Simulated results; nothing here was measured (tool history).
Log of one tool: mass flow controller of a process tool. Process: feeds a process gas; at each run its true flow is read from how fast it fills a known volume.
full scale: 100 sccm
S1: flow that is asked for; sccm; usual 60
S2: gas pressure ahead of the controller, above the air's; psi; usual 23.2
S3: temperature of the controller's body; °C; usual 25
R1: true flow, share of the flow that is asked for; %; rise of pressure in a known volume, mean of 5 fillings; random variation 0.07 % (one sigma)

Run 1, hour 0: usual settings. Result: R1 97.71 %.
Run 2, hour 188: usual settings. Result: R1 97.75 %.
Run 3, hour 272.4: usual settings. Result: R1 97.78 %.
Run 4, hour 407: usual settings. Result: R1 97.55 %.
Run 5, hour 584.8: usual settings but S1 15 sccm. Result: R1 95.36 %.
Run 6, hour 694.3: usual settings but S1 15 sccm. Result: R1 95.48 %.
Run 7, hour 897.6: usual settings but S1 15 sccm. Result: R1 95.3 %.
Run 8, hour 1009: usual settings but S1 15 sccm. Result: R1 95.36 %.
Run 9, hour 1172.1: usual settings but S1 15 sccm. Result: R1 95.24 %.
Run 10, hour 1288.1: usual settings but S1 27 sccm, S2 37.1 psi, S3 33 °C. Result: R1 96.31 %.
At hour 1298.7: controller's zero set anew.
Run 11, hour 1422.2: usual settings but S1 27 sccm, S2 37.1 psi, S3 33 °C. Result: R1 95.95 %.
Run 12, hour 1604.1: usual settings but S2 37.9 psi. Result: R1 97.7 %.
Run 13, hour 1754.8: usual settings but S2 22.2 psi. Result: R1 97.12 %.
Run 14, hour 1896.1: usual settings but S2 22 psi, S3 22 °C. Result: R1 97.36 %.

5 ways to go on from here, each from the tool as it stands after run 14. What would each give?
At hour 1981: controller's zero set anew, once more.
Run A, hour 1994.9: usual settings but S2 40.5 psi, S3 22 °C. Result: R1 ?.
At hour 1981: controller's zero set anew, once more.
Run B, hour 1994.9: usual settings but S3 22 °C. Result: R1 ?.
At hour 1981: controller's zero set anew, once more.
Run C, hour 1994.9: usual settings but S2 22 psi, S3 28 °C. Result: R1 ?.
At hour 1981: controller's zero set anew, once more.
Run D, hour 1994.9: usual settings but S1 18 sccm, S2 22 psi, S3 22 °C. Result: R1 ?.
At hour 1981: controller's zero set anew, once more.
Run E, hour 1994.9: usual settings but S1 69 sccm, S2 27.7 psi. Result: R1 ?.

run     R1
  A  98.58
  B  97.89
  C  97.71
  D  97.05
  E  97.96
Without the tool's hidden state the same runs would have given:
run     R1
  A   99.9
  B  99.21
  C  99.03
  D   98.5
  E  99.28

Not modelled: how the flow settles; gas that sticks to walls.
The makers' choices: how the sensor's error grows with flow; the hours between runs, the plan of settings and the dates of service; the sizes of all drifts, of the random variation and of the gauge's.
